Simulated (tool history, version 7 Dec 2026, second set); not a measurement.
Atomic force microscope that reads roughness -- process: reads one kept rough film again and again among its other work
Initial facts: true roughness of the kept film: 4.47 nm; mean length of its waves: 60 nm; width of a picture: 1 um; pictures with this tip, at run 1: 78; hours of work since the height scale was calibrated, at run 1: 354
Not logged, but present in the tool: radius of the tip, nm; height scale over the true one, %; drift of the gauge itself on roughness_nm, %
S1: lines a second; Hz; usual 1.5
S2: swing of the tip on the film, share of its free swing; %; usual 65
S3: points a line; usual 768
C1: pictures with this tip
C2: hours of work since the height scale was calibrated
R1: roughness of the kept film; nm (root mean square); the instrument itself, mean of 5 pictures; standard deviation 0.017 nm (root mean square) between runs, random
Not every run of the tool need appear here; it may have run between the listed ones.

{"run": 1, "hour": 0.0, "S1": 1.5, "S2": 65, "S3": 768, "C1": 78, "C2": 354, "R1": 3.969}
{"run": 2, "hour": 9.9, "S1": 1.5, "S2": 65, "S3": 768, "C1": 105, "C2": 361, "R1": 3.936}
{"run": 3, "hour": 17.4, "S1": 1.5, "S2": 65, "S3": 768, "C1": 125, "C2": 367, "R1": 3.907}
{"hour": 21.8, "done": "new tip fitted"}
{"run": 4, "hour": 24.6, "S1": 1.5, "S2": 65, "S3": 768, "C1": 8, "C2": 373, "R1": 4.066}
{"run": 5, "hour": 31.3, "S1": 1.5, "S2": 65, "S3": 768, "C1": 25, "C2": 378, "R1": 4.064}
{"run": 6, "hour": 40.0, "S1": 1.5, "S2": 65, "S3": 768, "C1": 49, "C2": 385, "R1": 3.981}
{"run": 7, "hour": 49.1, "S1": 1.5, "S2": 65, "S3": 768, "C1": 73, "C2": 392, "R1": 3.973}
{"run": 8, "hour": 61.2, "S1": 1.5, "S2": 65, "S3": 996, "C1": 105, "C2": 401, "R1": 3.932}
{"run": 9, "hour": 66.7, "S1": 1.5, "S2": 65, "S3": 768, "C1": 120, "C2": 406, "R1": 3.895}
{"hour": 73.1, "done": "new tip fitted"}
{"run": 10, "hour": 73.1, "S1": 1.5, "S2": 65, "S3": 768, "C1": 0, "C2": 410, "R1": 4.086}
{"run": 11, "hour": 84.3, "S1": 1.5, "S2": 65, "S3": 768, "C1": 30, "C2": 419, "R1": 4.02}
{"run": 12, "hour": 95.4, "S1": 1.5, "S2": 65, "S3": 768, "C1": 60, "C2": 428, "R1": 3.973}
{"run": 13, "hour": 106.2, "S1": 0.77, "S2": 65, "S3": 768, "C1": 88, "C2": 436, "R1": 4.071}
{"run": 14, "hour": 112.4, "S1": 0.77, "S2": 65, "S3": 768, "C1": 105, "C2": 441, "R1": 4.035}
{"run": 15, "hour": 120.7, "S1": 2.79, "S2": 65, "S3": 768, "C1": 127, "C2": 448, "R1": 3.694}
{"hour": 124.5, "done": "new tip fitted"}
{"run": 16, "hour": 131.1, "S1": 2.79, "S2": 73, "S3": 768, "C1": 17, "C2": 455, "R1": 3.55}
{"run": 17, "hour": 142.4, "S1": 1.5, "S2": 65, "S3": 768, "C1": 47, "C2": 464, "R1": 3.968}
{"run": 18, "hour": 154.4, "S1": 1.5, "S2": 65, "S3": 768, "C1": 80, "C2": 474, "R1": 3.972}
{"run": 19, "hour": 164.4, "S1": 0.5, "S2": 65, "S3": 1021, "C1": 106, "C2": 481, "R1": 4.081}
{"run": 20, "hour": 174.1, "S1": 3.12, "S2": 65, "S3": 601, "C1": 132, "C2": 489, "R1": 3.646}
{"hour": 176.5, "done": "new tip fitted"}
{"run": 21, "hour": 184.1, "S1": 0.77, "S2": 76, "S3": 634, "C1": 20, "C2": 497, "R1": 4.022}
{"run": 22, "hour": 191.0, "S1": 1.41, "S2": 72, "S3": 319, "C1": 39, "C2": 502, "R1": 3.905}
{"run": 23, "hour": 196.5, "S1": 3.29, "S2": 62, "S3": 288, "C1": 53, "C2": 506, "R1": 3.743}
{"run": 24, "hour": 204.7, "S1": 1.5, "S2": 56, "S3": 768, "C1": 75, "C2": 513, "R1": 4.086}
{"run": 25, "hour": 214.4, "S1": 1.5, "S2": 56, "S3": 768, "C1": 101, "C2": 520, "R1": 4.033}
{"run": 26, "hour": 223.9, "S1": 2.55, "S2": 77, "S3": 623, "C1": 126, "C2": 528, "R1": 3.359}
{"hour": 228.0, "done": "new tip fitted"}
{"run": 27, "hour": 231.1, "S1": 1.47, "S2": 81, "S3": 623, "C1": 8, "C2": 533, "R1": 3.705}
{"run": 28, "hour": 239.0, "S1": 1.47, "S2": 81, "S3": 623, "C1": 29, "C2": 539, "R1": 3.694}
{"run": 29, "hour": 251.0, "S1": 1.47, "S2": 81, "S3": 569, "C1": 61, "C2": 549, "R1": 3.678}
{"run": 30, "hour": 256.8, "S1": 1.92, "S2": 65, "S3": 524, "C1": 77, "C2": 553, "R1": 3.896}
{"run": 31, "hour": 266.2, "S1": 0.94, "S2": 61, "S3": 273, "C1": 101, "C2": 561, "R1": 4.042}
{"run": 32, "hour": 277.4, "S1": 0.94, "S2": 61, "S3": 273, "C1": 131, "C2": 569, "R1": 3.995}
{"hour": 279.5, "done": "new tip fitted"}
{"run": 33, "hour": 284.9, "S1": 0.94, "S2": 55, "S3": 273, "C1": 14, "C2": 575, "R1": 4.22}
{"run": 34, "hour": 295.6, "S1": 1.66, "S2": 55, "S3": 273, "C1": 42, "C2": 583, "R1": 4.103}

Predict each of these 4 candidate next runs independently; none follows another, all start after run 34:
{"run": "A", "hour": 304.6, "S1": 1.5, "S2": 68, "S3": 561, "C1": 66, "C2": 590, "R1": "?"}
{"run": "B", "hour": 304.6, "S1": 1.66, "S2": 81, "S3": 1017, "C1": 66, "C2": 590, "R1": "?"}
{"run": "C", "hour": 304.6, "S1": 1.66, "S2": 81, "S3": 273, "C1": 66, "C2": 590, "R1": "?"}
{"run": "D", "hour": 304.6, "S1": 1.68, "S2": 78, "S3": 273, "C1": 66, "C2": 590, "R1": "?"}

run=A R1=3.908
run=B R1=3.604
run=C R1=3.574
run=D R1=3.633
With no hidden state in the tool, these same runs would have given:
run=A R1=4.009
run=B R1=3.698
run=C R1=3.666
run=D R1=3.727

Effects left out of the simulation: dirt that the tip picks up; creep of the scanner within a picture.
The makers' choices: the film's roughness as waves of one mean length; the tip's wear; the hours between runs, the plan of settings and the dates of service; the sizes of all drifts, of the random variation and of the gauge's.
